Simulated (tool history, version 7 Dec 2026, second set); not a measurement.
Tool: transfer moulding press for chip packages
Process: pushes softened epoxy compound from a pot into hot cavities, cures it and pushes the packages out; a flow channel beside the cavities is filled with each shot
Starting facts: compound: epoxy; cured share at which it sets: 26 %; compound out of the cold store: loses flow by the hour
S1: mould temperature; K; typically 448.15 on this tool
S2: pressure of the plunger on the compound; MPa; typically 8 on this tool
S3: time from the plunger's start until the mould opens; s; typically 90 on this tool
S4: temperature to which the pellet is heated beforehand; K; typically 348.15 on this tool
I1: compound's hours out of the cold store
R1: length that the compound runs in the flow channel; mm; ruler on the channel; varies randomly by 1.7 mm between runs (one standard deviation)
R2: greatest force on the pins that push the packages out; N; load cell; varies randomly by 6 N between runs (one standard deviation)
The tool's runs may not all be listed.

run	hour	S1	S2	S3	S4	I1	R1	R2
1	0	448.15	8	90	348.15	22.9	666	399
2	13.4	448.15	8	90	342.15	39.4	610	412
3	19.2	448.15	8	90	342.15	18.7	680	455
4	33.5	448.15	8	90	342.15	14.7	692	273
5	39.1	448.15	8	90	340.15	17.2	685	295
6	46.4	448.15	8	90	340.15	21.6	668	324
7	53.2	448.15	8	90	351.15	24.5	657	354
8	60.6	444.15	8	90	348.15	46.8	595	447
9	72.8	444.15	8	90	348.15	47.6	595	521
10	80.9	448.15	8	90	348.15	33	631	424
11	90.1	448.15	8	114	348.15	45.3	589	386
12	100	448.15	8	114	348.15	43.7	593	229
13	112.3	448.15	8	114	348.15	42.9	595	278
14	120.4	448.15	8	98	348.15	15.3	686	343
15	126.4	448.15	8	98	348.15	16.1	682	344
16	140.2	443.15	8	82	348.15	36.6	627	679
17	151.6	448.15	8	110	348.15	25.2	649	364
18	160.3	448.15	7.72	70	356.15	38.2	598	361
19	168.5	448.15	7.72	70	356.15	9.4	688	476
20	178	451.15	6.02	94	344.15	24.6	554	290
21	189.4	448.15	9.84	90	353.15	43.1	650	371
22	201.5	448.15	8	112	345.15	33.6	615	348
23	207.4	448.15	6.64	90	345.15	42.2	536	421
24	221	446.15	6.64	90	354.15	43.9	536	498
25	230.4	448.15	8	88	348.15	43.6	582	263
26	242.2	448.15	8	88	348.15	45	578	326
27	250.5	448.15	8	88	348.15	41.8	587	379
28	258.4	454.15	7.99	80	358.15	36.6	585	363
29	269.3	453.15	8	90	351.15	37.4	585	371

Put back what was entered between runs (4 entries, withheld): which listed runs does each sit between, and how does the hidden state differ from the listed run before to the listed run after?
Run 3 -> run 4: cavities cleaned with cleaning compound and waxed (hour 28.7)
  true mould temperature over the reading, C: -0.28 -> -0.29; pressure that reaches the compound, % of what is set: 97.4 -> 97.1; grip of the stained cavities, % over clean ones': 100.9 -> 16.4
  measured minus no-state result, R1: -8 -> -9 mm; R2: +229 -> +41 N
Run 11 -> run 12: cavities cleaned with cleaning compound and waxed (hour 93.9)
  true mould temperature over the reading, C: -0.36 -> -0.37; pressure that reaches the compound, % of what is set: 95.79 -> 95.6; grip of the stained cavities, % over clean ones': 105.7 -> 19.2
  measured minus no-state result, R1: -12 -> -12 mm; R2: +198 -> +37 N
Run 17 -> run 18: cavities cleaned with cleaning compound and waxed (hour 159.1)
  true mould temperature over the reading, C: -0.43 -> -0.44; pressure that reaches the compound, % of what is set: 94.33 -> 94.15; grip of the stained cavities, % over clean ones': 102.7 -> 5.5
  measured minus no-state result, R1: -18 -> -17 mm; R2: +188 -> +29 N
Run 24 -> run 25: cavities cleaned with cleaning compound and waxed (hour 224.5)
  true mould temperature over the reading, C: -0.5 -> -0.51; pressure that reaches the compound, % of what is set: 92.73 -> 92.52; grip of the stained cavities, % over clean ones': 106.5 -> 19
  measured minus no-state result, R1: -19 -> -22 mm; R2: +261 -> +46 N

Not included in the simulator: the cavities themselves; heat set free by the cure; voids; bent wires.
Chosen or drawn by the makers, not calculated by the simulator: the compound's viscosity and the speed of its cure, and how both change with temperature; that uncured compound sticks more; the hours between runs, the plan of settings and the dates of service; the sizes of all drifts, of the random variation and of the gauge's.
